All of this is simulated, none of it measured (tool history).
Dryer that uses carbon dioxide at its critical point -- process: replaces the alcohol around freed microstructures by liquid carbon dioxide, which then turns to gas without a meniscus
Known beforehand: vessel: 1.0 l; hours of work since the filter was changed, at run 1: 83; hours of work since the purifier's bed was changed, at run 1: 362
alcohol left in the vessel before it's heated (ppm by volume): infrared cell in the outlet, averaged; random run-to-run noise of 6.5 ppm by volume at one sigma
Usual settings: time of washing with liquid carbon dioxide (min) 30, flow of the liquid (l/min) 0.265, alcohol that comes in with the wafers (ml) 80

run	hour	time of washing with liquid carbon dioxide (min)	flow of the liquid (l/min)	alcohol that comes in with the wafers (ml)	hours of work since the filter was changed	hours of work since the purifier's bed was changed	alcohol left in the vessel before it's heated (ppm by volume)
1	0.0	30	0.265	80	83	362	318
2	27.7	30	0.265	80	97	375	312
3	50.3	30	0.265	80	107	386	316
4	77.5	30	0.265	80	120	399	316
5	105.9	30	0.265	80	134	412	318
6	127.6	30	0.265	80	144	422	333
7	142.8	30	0.265	80	151	430	337
8	165.7	30	0.265	80	162	440	333
9	182.7	30	0.265	80	170	449	339
10	211.2	30	0.265	80	184	462	354
11	230.8	30	0.265	80	193	471	357
12	245.6	30	0.258	80	200	478	417
13	268.4	30	0.265	80	211	489	357
14	299.2	30	0.265	80	225	504	365
15	329.6	30	0.265	80	240	518	363
16	344.8	36	0.265	80	247	525	148
17	369.6	36	0.265	80	259	537	145
18	400.9	36	0.265	80	274	552	154
19	435.0	36	0.265	80	290	568	156
20	450.5	30	0.265	80	297	576	385
21	472.3	30	0.265	80	307	586	414
22	495.1	40	0.265	80	318	597	91
23	510.1	30	0.196	80	325	604	1648
24	524.3	30	0.196	80	332	611	1657
25	541.8	22	0.313	85	340	619	785
26	575.0	19	0.313	55	356	635	1012
27	591.2	32	0.313	55	364	642	93
28	625.2	26	0.264	44	380	658	473
29	657.9	30	0.318	104	396	674	198
30	684.5	30	0.318	104	408	687	204
31	709.4	30	0.318	104	420	698	208
32	740.3	30	0.275	80	435	713	375
33	767.8	30	0.441	52	448	726	45
# hour 780.5: purifier's bed changed
34	784.8	30	0.441	52	454	2	4
35	802.2	31	0.350	31	463	10	25
36	829.6	31	0.350	31	476	23	31
37	859.4	19	0.180	52	490	37	5876
# hour 866.9: inlet filter changed
38	890.6	38	0.265	30	11	52	31
39	917.1	38	0.265	30	24	64	26
40	939.4	47	0.236	24	34	75	24
41	969.7	47	0.236	24	49	89	24
42	989.7	30	0.230	59	58	99	478
43	1008.0	20	0.207	99	67	107	5594
44	1040.6	20	0.217	75	82	123	3772
45	1056.2	34	0.272	80	90	130	128

Hidden condition of the tool, last listed run before each entry between runs versus first listed run after:
Between runs 33 and 34: purifier's bed changed (hour 780.5)
  flow that reaches the vessel past the clogged filter, %: 92 -> 91.9; alcohol in the recycled carbon dioxide, ppm: 36.6 -> 6.2
  measured less the result without the state, alcohol left in the vessel before it's heated (ppm by volume): +36 -> +4
Between runs 37 and 38: inlet filter changed (hour 866.9)
  flow that reaches the vessel past the clogged filter, %: 91.2 -> 99.4; alcohol in the recycled carbon dioxide, ppm: 7.8 -> 8.4
  measured less the result without the state, alcohol left in the vessel before it's heated (ppm by volume): +1114 -> +5
